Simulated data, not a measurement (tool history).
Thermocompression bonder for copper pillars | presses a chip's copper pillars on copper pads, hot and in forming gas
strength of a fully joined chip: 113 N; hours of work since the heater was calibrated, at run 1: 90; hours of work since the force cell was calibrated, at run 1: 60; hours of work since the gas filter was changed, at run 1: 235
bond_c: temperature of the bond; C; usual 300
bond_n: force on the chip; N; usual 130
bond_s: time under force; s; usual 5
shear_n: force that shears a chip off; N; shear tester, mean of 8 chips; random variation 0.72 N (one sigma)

| run | day | bond_c | bond_n | bond_s | hours of work since the heater was calibrated | hours of work since the force cell was calibrated | hours of work since the gas filter was changed | shear_n |
|---|---|---|---|---|---|---|---|---|
| 1 | 0.000 | 300 | 130 | 5 | 90 | 60 | 235 | 79.7 |
| 2 | 0.442 | 300 | 130 | 5 | 96 | 66 | 241 | 80.0 |
| 3 | 0.754 | 276 | 130 | 5 | 101 | 71 | 246 | 61.3 |
| 4 | 1.046 | 300 | 122 | 5 | 105 | 75 | 250 | 76.7 |
| 5 | 1.362 | 300 | 122 | 5 | 110 | 80 | 255 | 77.5 |
| 6 | 1.667 | 300 | 122 | 5 | 114 | 84 | 259 | 77.8 |
| 7 | 1.933 | 303 | 130 | 5 | 118 | 88 | 263 | 81.6 |
| 8 | 2.371 | 303 | 130 | 5 | 125 | 95 | 270 | 81.6 |
| 9 | 2.617 | 300 | 130 | 4 | 128 | 98 | 273 | 76.1 |
| 10 | 2.958 | 300 | 130 | 4 | 133 | 103 | 278 | 76.2 |
| 11 | 3.400 | 300 | 130 | 4 | 140 | 110 | 285 | 74.9 |
| 12 | 3.679 | 300 | 130 | 5 | 144 | 114 | 289 | 79.4 |
| 13 | 3.925 | 300 | 130 | 5 | 147 | 117 | 293 | 78.9 |
| 14 | 4.229 | 300 | 130 | 5 | 152 | 122 | 297 | 78.6 |
| 15 | 4.658 | 300 | 130 | 5 | 158 | 128 | 303 | 77.7 |
| 16 | 4.942 | 300 | 130 | 5 | 162 | 132 | 308 | 77.9 |
| 17 | 5.379 | 300 | 130 | 5 | 169 | 139 | 314 | 78.6 |
| 18 | 5.571 | 300 | 130 | 5 | 172 | 142 | 317 | 78.9 |
| 19 | 5.958 | 300 | 130 | 5 | 177 | 147 | 323 | 78.8 |
| 20 | 6.362 | 300 | 131 | 4 | 183 | 153 | 328 | 75.0 |
| 21 | 6.771 | 300 | 96 | 3 | 189 | 159 | 335 | 57.0 |
| 22 | 7.108 | 300 | 96 | 3 | 194 | 164 | 339 | 56.3 |
| 23 | 7.538 | 300 | 96 | 3 | 201 | 171 | 346 | 56.5 |
| 24 | 7.979 | 300 | 96 | 3 | 207 | 177 | 352 | 56.0 |
| 25 | 8.279 | 300 | 96 | 3 | 212 | 182 | 357 | 56.0 |
|  | 8.388 | heater calibrated with a thermocouple chip |
| 26 | 8.754 | 300 | 96 | 3 | 5 | 187 | 363 | 56.3 |
| 27 | 9.154 | 300 | 96 | 3 | 11 | 193 | 368 | 55.5 |
| 28 | 9.462 | 307 | 137 | 4 | 16 | 198 | 373 | 80.6 |
|  | 9.642 | heater calibrated with a thermocouple chip, once more |
|  | 9.850 | forming gas filter changed |
| 29 | 9.921 | 307 | 86 | 8 | 4 | 203 | 1 | 81.9 |
| 30 | 10.217 | 293 | 176 | 5 | 8 | 207 | 5 | 89.0 |
| 31 | 10.562 | 293 | 176 | 5 | 13 | 212 | 10 | 88.7 |
| 32 | 10.750 | 296 | 84 | 5 | 16 | 215 | 13 | 63.2 |
| 33 | 11.121 | 314 | 130 | 5 | 21 | 221 | 19 | 92.1 |
| 34 | 11.483 | 326 | 188 | 7 | 27 | 226 | 24 | 109.5 |
| 35 | 11.938 | 300 | 186 | 3 | 34 | 233 | 31 | 85.9 |
| 36 | 12.388 | 300 | 135 | 4 | 40 | 239 | 37 | 80.2 |
| 37 | 12.629 | 306 | 188 | 6 | 44 | 243 | 41 | 100.5 |

Forecast each of these 3 alternatives for the next run:
| A | 12.825 | 283 | 130 | 5 | 47 | 246 | 44 | ? |
| B | 12.825 | 306 | 173 | 6 | 47 | 246 | 44 | ? |
| C | 12.825 | 296 | 158 | 7 | 47 | 246 | 44 | ? |

| run | shear_n |
|---|---|
| A | 68.9 |
| B | 97.5 |
| C | 91.5 |
Without the tool's hidden state the same runs would have given:
| run | shear_n |
|---|---|
| A | 70.0 |
| B | 98.5 |
| C | 92.6 |
